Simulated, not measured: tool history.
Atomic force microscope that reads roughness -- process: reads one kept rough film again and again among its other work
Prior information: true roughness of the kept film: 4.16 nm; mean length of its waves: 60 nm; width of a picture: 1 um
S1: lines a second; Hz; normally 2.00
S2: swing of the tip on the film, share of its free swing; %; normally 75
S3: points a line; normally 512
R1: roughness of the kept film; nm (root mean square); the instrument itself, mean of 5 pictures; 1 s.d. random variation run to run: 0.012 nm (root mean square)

Run 1, day 0.000: usual settings. Result: R1 3.359 nm (root mean square).
Run 2, day 0.583: usual settings. Result: R1 3.350 nm (root mean square).
Run 3, day 1.167: usual settings but S1 1.08 Hz. Result: R1 3.541 nm (root mean square).
Run 4, day 2.121: usual settings but S1 1.01 Hz. Result: R1 3.546 nm (root mean square).
Run 5, day 2.704: usual settings. Result: R1 3.311 nm (root mean square).
At day 2.808: new tip fitted.
Run 6, day 3.471: usual settings. Result: R1 3.512 nm (root mean square).
Run 7, day 4.517: usual settings. Result: R1 3.455 nm (root mean square).
Run 8, day 5.388: usual settings. Result: R1 3.438 nm (root mean square).
Run 9, day 6.400: usual settings. Result: R1 3.438 nm (root mean square).
Run 10, day 7.058: usual settings. Result: R1 3.426 nm (root mean square).
Run 11, day 7.696: usual settings. Result: R1 3.407 nm (root mean square).
Run 12, day 8.792: usual settings but S2 76 %, S3 585. Result: R1 3.350 nm (root mean square).
Run 13, day 9.671: usual settings but S1 2.86 Hz. Result: R1 3.189 nm (root mean square).
Run 14, day 10.808: usual settings but S1 3.81 Hz, S2 59 %. Result: R1 3.437 nm (root mean square).
Run 15, day 11.938: usual settings but S1 3.81 Hz, S2 64 %, S3 658. Result: R1 3.309 nm (root mean square).
Run 16, day 12.538: usual settings but S1 2.19 Hz, S2 72 %, S3 395. Result: R1 3.331 nm (root mean square).
Run 17, day 13.200: usual settings but S1 2.19 Hz, S2 72 %, S3 395. Result: R1 3.317 nm (root mean square).
At day 13.533: new tip fitted.
Run 18, day 14.292: usual settings but S1 0.56 Hz, S2 66 %, S3 300. Result: R1 3.920 nm (root mean square).
Run 19, day 15.458: usual settings but S2 60 %, S3 499. Result: R1 3.742 nm (root mean square).
Run 20, day 16.333: usual settings but S2 60 %, S3 499. Result: R1 3.755 nm (root mean square).
Run 21, day 16.925: usual settings but S2 62 %, S3 499. Result: R1 3.719 nm (root mean square).

Consider 4 possible next runs. They are alternatives, not a sequence: every one starts from the tool as it was left by run 21. What does each give?
Run A, day 17.425: usual settings but S1 0.56 Hz, S2 62 %, S3 414. Result: R1 ?.
Run B, day 17.425: usual settings but S1 3.60 Hz, S2 82 %, S3 635. Result: R1 ?.
Run C, day 17.425: usual settings but S1 3.50 Hz, S2 71 %, S3 507. Result: R1 ?.
Run D, day 17.425: usual settings but S1 2.79 Hz, S2 70 %, S3 946. Result: R1 ?.

run     R1
  A  3.874
  B  2.857
  C  3.272
  D  3.429
The same runs, with their run-to-run variation unchanged, on a tool lacking any hidden condition would have given:
run     R1
  A  3.955
  B  2.918
  C  3.341
  D  3.501
